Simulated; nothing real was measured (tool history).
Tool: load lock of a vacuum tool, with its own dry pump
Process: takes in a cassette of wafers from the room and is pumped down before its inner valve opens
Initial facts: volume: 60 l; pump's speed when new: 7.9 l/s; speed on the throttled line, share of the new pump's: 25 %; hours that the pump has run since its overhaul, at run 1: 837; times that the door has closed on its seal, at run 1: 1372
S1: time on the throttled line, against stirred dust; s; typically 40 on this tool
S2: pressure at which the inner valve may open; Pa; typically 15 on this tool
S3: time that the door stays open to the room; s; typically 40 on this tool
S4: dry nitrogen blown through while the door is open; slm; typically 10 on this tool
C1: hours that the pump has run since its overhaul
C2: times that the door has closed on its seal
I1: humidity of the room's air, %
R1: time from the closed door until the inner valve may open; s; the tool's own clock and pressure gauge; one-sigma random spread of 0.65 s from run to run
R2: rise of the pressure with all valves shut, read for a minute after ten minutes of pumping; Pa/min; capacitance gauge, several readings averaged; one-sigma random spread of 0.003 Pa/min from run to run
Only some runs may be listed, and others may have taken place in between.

run	hour	S1	S2	S3	S4	C1	C2	I1	R1	R2
1	0.0	40	15	40	10	837	1372	42.4	100.1	0.040
2	148.7	53	15	40	10	985	1616	42.9	110.4	0.035
3	228.7	53	15	40	10	1065	1747	44.4	109.0	0.038
4	360.0	53	15	40	10	1197	1963	45.9	108.8	0.042
5	464.0	40	15	27	10	1301	2133	43.2	100.4	0.040
6	595.2	40	26	27	10	1432	2349	44.2	95.5	0.038
7	660.0	40	15	40	29	1497	2455	44.8	100.3	0.033
8	755.2	40	15	40	29	1592	2611	45.9	100.9	0.033
9	914.8	40	15	40	29	1751	2873	44.2	101.3	0.027
10	985.7	40	13	40	10	1822	2989	43.3	103.2	0.040
11	1096.3	40	12	40	10	1933	3171	48.0	103.2	0.042
12	1223.2	40	15	40	36	2060	3379	44.4	100.5	0.029
13	1300.7	40	15	105	10	2137	3506	42.8	101.3	0.054
14	1369.0	22	15	40	10	2206	3618	39.9	88.3	0.033
15	1501.7	40	15	40	10	2338	3836	45.6	101.4	0.042
16	1619.2	40	15	40	10	2456	4029	41.8	103.0	0.039
17	1684.4	40	15	40	10	2521	4136	41.8	101.7	0.042
18	1770.9	40	15	40	10	2607	4277	47.5	101.6	0.049
19	1836.9	40	15	40	10	2673	4386	45.9	101.4	0.049
20	1906.3	40	15	40	10	2743	4500	45.8	101.7	0.047
21	2010.0	40	15	40	10	2846	4670	43.8	103.1	0.049
22	2133.2	41	15	71	7	2970	4872	48.9	102.4	0.056
23	2290.5	41	15	71	7	3127	5130	43.8	103.3	0.057
24	2437.9	40	26	40	16	3274	5372	48.2	97.9	0.046
25	2526.7	40	26	40	16	3363	5518	46.0	98.2	0.043
26	2603.1	29	26	40	7	3440	5643	45.0	90.4	0.045
27	2735.8	40	25	40	10	3572	5861	45.2	99.6	0.050
28	2858.8	40	15	91	27	3695	6062	47.1	102.2	0.049
29	2969.3	40	15	91	27	3806	6244	46.8	103.0	0.048
30	3085.0	40	15	91	27	3922	6433	45.6	103.0	0.052
31	3194.5	40	19	32	13	4031	6613	47.3	101.2	0.047
32	3339.5	36	19	32	13	4176	6851	45.4	99.5	0.051
33	3470.8	36	19	97	42	4307	7066	46.3	98.1	0.050
34	3622.4	49	11	46	24	4459	7315	44.3	114.3	0.047
35	3743.8	44	15	40	10	4580	7514	45.8	107.9	0.057

What if the next run were any one of these 5? Each begins from the tool's condition after run 35:
A	3862.0	25	15	54	10	4699	7708	44.8	?	?
B	3862.0	26	15	40	34	4699	7708	42.6	?	?
C	3862.0	40	15	40	14	4699	7708	42.5	?	?
D	3862.0	59	15	34	7	4699	7708	46.0	?	?
E	3862.0	75	15	38	42	4699	7708	44.0	?	?

run	R1	R2
A	94.8	0.058
B	94.6	0.044
C	105.2	0.052
D	120.4	0.059
E	128.7	0.046
The same runs, with their run-to-run variation unchanged, on a tool lacking any hidden condition would have given:
run	R1	R2
A	86.1	0.035
B	85.9	0.021
C	97.0	0.029
D	112.8	0.035
E	121.6	0.023
